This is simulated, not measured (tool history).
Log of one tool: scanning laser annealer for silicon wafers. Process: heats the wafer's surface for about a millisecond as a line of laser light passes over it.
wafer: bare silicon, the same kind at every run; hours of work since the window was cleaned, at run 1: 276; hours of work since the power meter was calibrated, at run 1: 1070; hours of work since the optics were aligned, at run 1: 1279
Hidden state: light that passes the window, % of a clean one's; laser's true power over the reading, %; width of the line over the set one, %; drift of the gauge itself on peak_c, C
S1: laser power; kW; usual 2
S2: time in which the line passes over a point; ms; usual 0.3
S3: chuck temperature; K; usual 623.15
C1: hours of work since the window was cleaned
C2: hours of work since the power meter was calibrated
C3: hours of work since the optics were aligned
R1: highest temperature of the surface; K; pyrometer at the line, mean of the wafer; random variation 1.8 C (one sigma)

Run 1, day 0: usual settings; C1 276; C2 1070; C3 1279. Result: R1 1333.15 K.
At day 1.654: optics aligned, line set to its width.
Run 2, day 1.879: usual settings but S3 637.15 K; C1 301; C2 1096; C3 3. Result: R1 1353.15 K.
Run 3, day 4.583: usual settings but S3 637.15 K; C1 342; C2 1137; C3 44. Result: R1 1349.15 K.
Run 4, day 7.054: usual settings but S3 637.15 K; C1 379; C2 1174; C3 82. Result: R1 1353.15 K.
Run 5, day 9.475: usual settings but S3 637.15 K; C1 416; C2 1211; C3 118. Result: R1 1349.15 K.
Run 6, day 11.592: usual settings but S3 637.15 K; C1 448; C2 1243; C3 150. Result: R1 1347.15 K.
Run 7, day 14.017: usual settings but S3 637.15 K; C1 485; C2 1279; C3 187. Result: R1 1344.15 K.
Run 8, day 17.396: usual settings but S3 637.15 K; C1 536; C2 1330; C3 238. Result: R1 1344.15 K.
Run 9, day 20.325: usual settings but S3 637.15 K; C1 580; C2 1375; C3 282. Result: R1 1341.15 K.
Run 10, day 23.658: usual settings but S1 2.163 kW, S3 637.15 K; C1 631; C2 1425; C3 333. Result: R1 1402.15 K.
Run 11, day 26.625: usual settings but S1 1.772 kW, S2 0.357 ms; C1 676; C2 1470; C3 378. Result: R1 1290.15 K.
Run 12, day 28.05: usual settings but S1 1.971 kW, S2 0.317 ms, S3 607.15 K; C1 697; C2 1492; C3 399. Result: R1 1316.15 K.
Run 13, day 31.417: usual settings but S1 1.971 kW, S2 0.317 ms, S3 624.15 K; C1 748; C2 1543; C3 450. Result: R1 1327.15 K.
Run 14, day 33.712: usual settings but S3 597.15 K; C1 783; C2 1577; C3 485. Result: R1 1292.15 K.

Measured less the same run without the tool's hidden state. The same run-to-run variation is in both; the gauge's scatter may not be:
run   R1
  1  -19
  2  -14
  3  -16
  4  -17
  5  -18
  6  -19
  7  -20
  8  -22
  9  -24
 10  -28
 11  -27
 12  -28
 13  -31
 14  -31
